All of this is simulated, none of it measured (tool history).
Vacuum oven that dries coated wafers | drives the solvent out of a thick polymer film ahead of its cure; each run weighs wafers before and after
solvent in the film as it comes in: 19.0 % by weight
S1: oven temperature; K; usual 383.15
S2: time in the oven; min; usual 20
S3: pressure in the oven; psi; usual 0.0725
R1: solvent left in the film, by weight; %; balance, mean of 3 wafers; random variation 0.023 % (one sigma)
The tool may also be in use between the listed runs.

{"run": 1, "hour": 0.0, "S1": 383.15, "S2": 20, "S3": 0.0725, "R1": 2.74}
{"hour": 48.5, "done": "oven's thermocouples calibrated"}
{"run": 2, "hour": 61.7, "S1": 383.15, "S2": 20, "S3": 0.0725, "R1": 2.91}
{"run": 3, "hour": 151.3, "S1": 383.15, "S2": 20, "S3": 0.0725, "R1": 2.92}
{"run": 4, "hour": 207.9, "S1": 383.15, "S2": 20, "S3": 0.0725, "R1": 2.94}
{"run": 5, "hour": 268.8, "S1": 391.15, "S2": 20, "S3": 0.0725, "R1": 1.1}
{"run": 6, "hour": 365.0, "S1": 391.15, "S2": 20, "S3": 0.0725, "R1": 1.11}
{"run": 7, "hour": 419.3, "S1": 383.15, "S2": 12, "S3": 0.0725, "R1": 5.52}
{"run": 8, "hour": 511.3, "S1": 383.15, "S2": 12, "S3": 0.0725, "R1": 5.46}
{"run": 9, "hour": 616.1, "S1": 383.15, "S2": 12, "S3": 0.0725, "R1": 5.51}
{"run": 10, "hour": 677.3, "S1": 383.15, "S2": 12, "S3": 0.0725, "R1": 5.48}
{"run": 11, "hour": 752.1, "S1": 383.15, "S2": 12, "S3": 0.0725, "R1": 5.48}
{"run": 12, "hour": 862.1, "S1": 383.15, "S2": 12, "S3": 0.0725, "R1": 5.45}
{"run": 13, "hour": 938.8, "S1": 383.15, "S2": 12, "S3": 0.0725, "R1": 5.52}
{"run": 14, "hour": 1051.0, "S1": 383.15, "S2": 20, "S3": 0.0725, "R1": 2.89}
{"run": 15, "hour": 1110.8, "S1": 383.15, "S2": 20, "S3": 0.0725, "R1": 2.91}
{"run": 16, "hour": 1195.2, "S1": 383.15, "S2": 20, "S3": 0.0725, "R1": 2.91}
{"run": 17, "hour": 1271.8, "S1": 398.15, "S2": 20, "S3": 0.0725, "R1": 0.51}
{"run": 18, "hour": 1366.9, "S1": 398.15, "S2": 20, "S3": 0.0725, "R1": 0.55}
{"run": 19, "hour": 1451.6, "S1": 398.15, "S2": 20, "S3": 0.0725, "R1": 0.5}
{"run": 20, "hour": 1565.0, "S1": 398.15, "S2": 20, "S3": 0.0725, "R1": 0.54}
{"run": 21, "hour": 1639.0, "S1": 398.15, "S2": 20, "S3": 0.0725, "R1": 0.53}
{"run": 22, "hour": 1718.4, "S1": 398.15, "S2": 20, "S3": 0.0725, "R1": 0.54}
{"run": 23, "hour": 1777.0, "S1": 398.15, "S2": 20, "S3": 0.0725, "R1": 0.54}
{"run": 24, "hour": 1893.8, "S1": 398.15, "S2": 20, "S3": 0.0725, "R1": 0.55}
{"run": 25, "hour": 1992.2, "S1": 390.15, "S2": 11, "S3": 0.0725, "R1": 3.38}
{"run": 26, "hour": 2109.0, "S1": 376.15, "S2": 20, "S3": 0.1933, "R1": 5.8}
{"run": 27, "hour": 2226.5, "S1": 376.15, "S2": 20, "S3": 0.1933, "R1": 5.79}
{"run": 28, "hour": 2335.2, "S1": 385.15, "S2": 10, "S3": 0.0789, "R1": 5.58}
{"run": 29, "hour": 2397.1, "S1": 376.15, "S2": 31, "S3": 0.197, "R1": 3.82}
{"run": 30, "hour": 2501.4, "S1": 380.15, "S2": 12, "S3": 0.0595, "R1": 6.4}
{"run": 31, "hour": 2599.2, "S1": 380.15, "S2": 12, "S3": 0.0595, "R1": 6.38}
{"run": 32, "hour": 2684.1, "S1": 380.15, "S2": 12, "S3": 0.0595, "R1": 6.41}
{"run": 33, "hour": 2745.9, "S1": 380.15, "S2": 13, "S3": 0.0595, "R1": 5.94}
{"run": 34, "hour": 2814.6, "S1": 380.15, "S2": 13, "S3": 0.0595, "R1": 5.97}
{"run": 35, "hour": 2867.3, "S1": 380.15, "S2": 13, "S3": 0.0595, "R1": 5.93}
{"hour": 2875.0, "done": "vacuum gauge cleaned of residue and calibrated"}
{"run": 36, "hour": 2954.3, "S1": 380.15, "S2": 13, "S3": 0.0595, "R1": 5.58}
{"run": 37, "hour": 3021.5, "S1": 383.15, "S2": 22, "S3": 0.1276, "R1": 2.35}
{"run": 38, "hour": 3089.2, "S1": 383.15, "S2": 22, "S3": 0.1276, "R1": 2.31}
{"hour": 3099.1, "done": "oven's thermocouples calibrated"}
{"run": 39, "hour": 3139.6, "S1": 383.15, "S2": 22, "S3": 0.0928, "R1": 2.46}
{"run": 40, "hour": 3224.6, "S1": 383.15, "S2": 22, "S3": 0.0928, "R1": 2.5}
{"run": 41, "hour": 3276.5, "S1": 384.15, "S2": 12, "S3": 0.1204, "R1": 5.13}
{"run": 42, "hour": 3338.8, "S1": 384.15, "S2": 12, "S3": 0.1204, "R1": 5.14}
{"run": 43, "hour": 3400.1, "S1": 383.15, "S2": 11, "S3": 0.126, "R1": 6.04}
{"run": 44, "hour": 3479.6, "S1": 376.15, "S2": 20, "S3": 0.1136, "R1": 5.41}
{"run": 45, "hour": 3533.7, "S1": 383.15, "S2": 15, "S3": 0.0725, "R1": 4.14}
{"run": 46, "hour": 3609.9, "S1": 383.15, "S2": 20, "S3": 0.2751, "R1": 3.65}

5 ways to go on from here, each from the tool as it stands after run 46. What would each give?
{"run": "A", "hour": 3661.4, "S1": 383.15, "S2": 16, "S3": 0.0725, "R1": "?"}
{"run": "B", "hour": 3661.4, "S1": 373.15, "S2": 20, "S3": 0.1056, "R1": "?"}
{"run": "C", "hour": 3661.4, "S1": 383.15, "S2": 20, "S3": 0.055, "R1": "?"}
{"run": "D", "hour": 3661.4, "S1": 383.15, "S2": 19, "S3": 0.2505, "R1": "?"}
{"run": "E", "hour": 3661.4, "S1": 380.15, "S2": 11, "S3": 0.1147, "R1": "?"}

run=A R1=3.82
run=B R1=6.54
run=C R1=2.70
run=D R1=3.77
run=E R1=7.08
Without the tool's hidden state the same runs would have given:
run=A R1=3.84
run=B R1=6.56
run=C R1=2.70
run=D R1=3.78
run=E R1=7.11
